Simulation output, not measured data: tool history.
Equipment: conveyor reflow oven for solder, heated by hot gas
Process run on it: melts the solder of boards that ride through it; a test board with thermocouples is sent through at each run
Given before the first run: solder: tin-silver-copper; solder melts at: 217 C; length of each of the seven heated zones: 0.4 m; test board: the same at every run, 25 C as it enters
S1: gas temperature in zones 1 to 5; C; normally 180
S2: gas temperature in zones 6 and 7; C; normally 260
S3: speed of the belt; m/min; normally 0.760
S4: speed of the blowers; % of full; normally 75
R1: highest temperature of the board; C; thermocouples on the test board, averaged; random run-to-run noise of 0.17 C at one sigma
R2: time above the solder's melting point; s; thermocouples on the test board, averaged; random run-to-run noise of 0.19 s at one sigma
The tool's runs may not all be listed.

{"run": 1, "day": 0.0, "S1": 180, "S2": 260, "S3": 0.76, "S4": 75, "R1": 243.7, "R2": 43.0}
{"run": 2, "day": 2.625, "S1": 180, "S2": 260, "S3": 0.76, "S4": 75, "R1": 243.8, "R2": 42.9}
{"run": 3, "day": 4.162, "S1": 180, "S2": 260, "S3": 0.76, "S4": 75, "R1": 243.8, "R2": 42.7}
{"run": 4, "day": 6.183, "S1": 180, "S2": 260, "S3": 0.76, "S4": 75, "R1": 243.8, "R2": 42.9}
{"run": 5, "day": 8.512, "S1": 180, "S2": 260, "S3": 0.76, "S4": 75, "R1": 244.0, "R2": 42.6}
{"run": 6, "day": 11.258, "S1": 180, "S2": 260, "S3": 0.888, "S4": 75, "R1": 238.9, "R2": 31.6}
{"run": 7, "day": 13.788, "S1": 180, "S2": 260, "S3": 0.888, "S4": 75, "R1": 238.9, "R2": 31.7}
{"run": 8, "day": 16.379, "S1": 180, "S2": 260, "S3": 0.888, "S4": 75, "R1": 238.8, "R2": 31.5}
{"run": 9, "day": 18.492, "S1": 195, "S2": 260, "S3": 0.76, "S4": 75, "R1": 246.9, "R2": 51.1}
{"run": 10, "day": 21.562, "S1": 180, "S2": 254, "S3": 0.76, "S4": 75, "R1": 238.8, "R2": 38.7}
{"run": 11, "day": 23.521, "S1": 180, "S2": 260, "S3": 0.76, "S4": 75, "R1": 243.6, "R2": 42.6}
{"run": 12, "day": 25.6, "S1": 180, "S2": 260, "S3": 0.76, "S4": 53, "R1": 239.3, "R2": 37.5}
{"run": 13, "day": 28.583, "S1": 180, "S2": 260, "S3": 0.808, "S4": 53, "R1": 236.6, "R2": 32.2}
{"run": 14, "day": 30.725, "S1": 180, "S2": 260, "S3": 0.808, "S4": 53, "R1": 237.1, "R2": 32.2}
{"run": 15, "day": 32.825, "S1": 180, "S2": 260, "S3": 0.808, "S4": 53, "R1": 237.0, "R2": 32.6}
{"run": 16, "day": 35.083, "S1": 180, "S2": 260, "S3": 0.808, "S4": 53, "R1": 237.2, "R2": 32.6}
{"run": 17, "day": 38.688, "S1": 180, "S2": 260, "S3": 0.808, "S4": 53, "R1": 237.1, "R2": 32.0}
{"run": 18, "day": 40.558, "S1": 190, "S2": 259, "S3": 0.707, "S4": 55, "R1": 243.5, "R2": 49.3}
{"run": 19, "day": 42.225, "S1": 190, "S2": 259, "S3": 0.707, "S4": 55, "R1": 243.5, "R2": 49.0}
{"run": 20, "day": 45.558, "S1": 180, "S2": 268, "S3": 0.851, "S4": 80, "R1": 247.6, "R2": 39.7}
{"run": 21, "day": 47.433, "S1": 180, "S2": 268, "S3": 0.851, "S4": 80, "R1": 247.7, "R2": 40.1}
{"run": 22, "day": 49.142, "S1": 173, "S2": 260, "S3": 0.645, "S4": 75, "R1": 247.0, "R2": 52.3}
{"run": 23, "day": 52.05, "S1": 180, "S2": 268, "S3": 0.892, "S4": 75, "R1": 244.7, "R2": 35.9}
{"run": 24, "day": 54.221, "S1": 180, "S2": 268, "S3": 0.892, "S4": 75, "R1": 244.7, "R2": 35.4}
{"run": 25, "day": 56.912, "S1": 178, "S2": 260, "S3": 0.655, "S4": 86, "R1": 249.1, "R2": 54.7}
{"run": 26, "day": 58.896, "S1": 178, "S2": 260, "S3": 0.655, "S4": 86, "R1": 248.8, "R2": 55.1}
{"run": 27, "day": 61.475, "S1": 189, "S2": 263, "S3": 0.76, "S4": 82, "R1": 249.0, "R2": 50.1}
{"run": 28, "day": 64.354, "S1": 180, "S2": 260, "S3": 0.619, "S4": 58, "R1": 246.7, "R2": 56.2}
{"run": 29, "day": 67.458, "S1": 184, "S2": 268, "S3": 0.731, "S4": 81, "R1": 253.3, "R2": 53.0}
{"run": 30, "day": 69.325, "S1": 176, "S2": 260, "S3": 0.688, "S4": 87, "R1": 247.8, "R2": 50.5}
{"run": 31, "day": 71.046, "S1": 183, "S2": 256, "S3": 0.801, "S4": 69, "R1": 238.8, "R2": 36.4}

The log once held 6 entries between its listed runs, left out of this copy. Where does each go, and what is different about the tool's unlogged condition between the listed run before it and the listed run after it?
In the gap between runs 6 and 7: flux residue cleaned out of gas plates and filters (day 12.446)
  heat that the gas passes to the board, % of a clean oven's: 99.6 -> 100
In the gap between runs 10 and 11: belt drive overhauled, speed set with a stopwatch (day 22.321)
  heat that the gas passes to the board, % of a clean oven's: 99.8 -> 99.7; belt's true speed, % of the reading: 99.93 -> 99.99; true gas temperature in zones 6 and 7 over the reading, C: 0.06 -> 0.07
In the gap between runs 13 and 14: flux residue cleaned out of gas plates and filters (day 29.383)
  heat that the gas passes to the board, % of a clean oven's: 99.6 -> 100; true gas temperature in zones 6 and 7 over the reading, C: 0.07 -> 0.08
In the gap between runs 16 and 17: thermocouples of zones 6 and 7 changed (day 38.108)
  heat that the gas passes to the board, % of a clean oven's: 99.9 -> 99.8; true gas temperature in zones 6 and 7 over the reading, C: 0.08 -> 0
In the gap between runs 20 and 21: flux residue cleaned out of gas plates and filters (day 46.325)
  heat that the gas passes to the board, % of a clean oven's: 99.6 -> 100
In the gap between runs 27 and 28: flux residue cleaned out of gas plates and filters (day 63.171)
  heat that the gas passes to the board, % of a clean oven's: 99.7 -> 100; belt's true speed, % of the reading: 99.96 -> 99.95; true gas temperature in zones 6 and 7 over the reading, C: 0.03 -> 0.04

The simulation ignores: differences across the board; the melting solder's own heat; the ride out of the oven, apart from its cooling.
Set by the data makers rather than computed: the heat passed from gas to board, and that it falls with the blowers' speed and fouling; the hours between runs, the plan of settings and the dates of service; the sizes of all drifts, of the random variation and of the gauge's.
